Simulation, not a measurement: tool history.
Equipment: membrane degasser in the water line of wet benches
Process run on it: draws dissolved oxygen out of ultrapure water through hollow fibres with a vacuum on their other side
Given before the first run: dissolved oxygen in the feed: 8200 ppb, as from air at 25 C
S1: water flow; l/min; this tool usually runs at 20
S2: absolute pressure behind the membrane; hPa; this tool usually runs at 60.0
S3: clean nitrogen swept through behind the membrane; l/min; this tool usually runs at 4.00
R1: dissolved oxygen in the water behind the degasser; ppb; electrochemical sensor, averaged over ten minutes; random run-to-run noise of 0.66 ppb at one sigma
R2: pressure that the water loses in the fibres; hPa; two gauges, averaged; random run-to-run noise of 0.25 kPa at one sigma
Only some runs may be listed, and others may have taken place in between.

run 1 hour=0.0 | S1=20 S2=60.0 S3=4.00 | R1=65.5 R2=661.9
run 2 hour=104.8 | S1=20 S2=60.0 S3=4.00 | R1=66.9 R2=661.2
run 3 hour=271.1 | S1=20 S2=60.0 S3=4.00 | R1=66.1 R2=662.9
run 4 hour=415.2 | S1=20 S2=77.6 S3=4.00 | R1=87.7 R2=662.0
run 5 hour=526.9 | S1=20 S2=77.6 S3=4.00 | R1=87.4 R2=660.5
run 6 hour=721.4 | S1=20 S2=77.6 S3=4.00 | R1=89.7 R2=664.4
run 7 hour=893.2 | S1=20 S2=60.0 S3=5.74 | R1=56.3 R2=669.1
run 8 hour=1037.4 | S1=20 S2=60.0 S3=5.74 | R1=56.2 R2=668.4
run 9 hour=1185.0 | S1=20 S2=60.0 S3=5.74 | R1=56.7 R2=661.2
run 10 hour=1344.7 | S1=20 S2=60.0 S3=4.50 | R1=64.0 R2=664.9
run 11 hour=1502.3 | S1=20 S2=36.5 S3=4.00 | R1=39.5 R2=662.5
run 12 hour=1593.8 | S1=25 S2=60.0 S3=4.00 | R1=108.0 R2=835.8
run 13 hour=1714.0 | S1=25 S2=58.8 S3=4.00 | R1=108.3 R2=833.5
run 14 hour=1864.7 | S1=20 S2=60.0 S3=4.00 | R1=69.9 R2=666.6
run 15 hour=1957.7 | S1=20 S2=60.0 S3=4.00 | R1=70.7 R2=668.1
-- hour=2051.8 vacuum gauge calibrated
run 16 hour=2088.8 | S1=20 S2=60.0 S3=4.00 | R1=63.4 R2=667.8
run 17 hour=2197.3 | S1=20 S2=60.0 S3=4.00 | R1=63.4 R2=669.0
run 18 hour=2308.0 | S1=20 S2=60.0 S3=4.00 | R1=63.8 R2=668.5
run 19 hour=2430.4 | S1=13 S2=95.8 S3=3.88 | R1=59.3 R2=435.0
run 20 hour=2522.5 | S1=13 S2=41.5 S3=3.19 | R1=15.2 R2=437.1
run 21 hour=2648.2 | S1=13 S2=41.5 S3=3.19 | R1=15.1 R2=438.0
run 22 hour=2850.6 | S1=13 S2=41.5 S3=3.19 | R1=15.9 R2=436.6
run 23 hour=2966.7 | S1=13 S2=41.5 S3=3.19 | R1=15.2 R2=434.2
run 24 hour=3108.0 | S1=20 S2=36.7 S3=9.03 | R1=33.1 R2=670.8
run 25 hour=3281.1 | S1=20 S2=75.5 S3=5.19 | R1=74.0 R2=674.8
run 26 hour=3394.9 | S1=20 S2=75.5 S3=5.19 | R1=73.6 R2=674.4
run 27 hour=3490.8 | S1=20 S2=75.5 S3=5.19 | R1=72.7 R2=678.8
-- hour=3540.4 seals of the vacuum lines changed
run 28 hour=3602.0 | S1=20 S2=61.0 S3=8.70 | R1=48.3 R2=676.0
run 29 hour=3779.7 | S1=29 S2=60.0 S3=4.00 | R1=146.5 R2=973.4
run 30 hour=3900.1 | S1=13 S2=42.2 S3=9.01 | R1=9.3 R2=437.2
run 31 hour=3988.1 | S1=13 S2=42.2 S3=9.01 | R1=9.7 R2=433.1

Here are 3 independent what-if runs from the current tool condition. What would each one return?
run A hour=4172.1 | S1=25 S2=105.6 S3=10.38 | R1=? R2=?
run B hour=4172.1 | S1=14 S2=42.2 S3=4.59 | R1=? R2=?
run C hour=4172.1 | S1=22 S2=60.0 S3=1.79 | R1=? R2=?

run=A R1=108.7 R2=842.3
run=B R1=16.6 R2=475.5
run=C R1=128.0 R2=742.2
Without the tool's unlogged condition, the same runs would have read:
run=A R1=96.1 R2=807.8
run=B R1=13.9 R2=456.1
run=C R1=116.6 R2=711.9
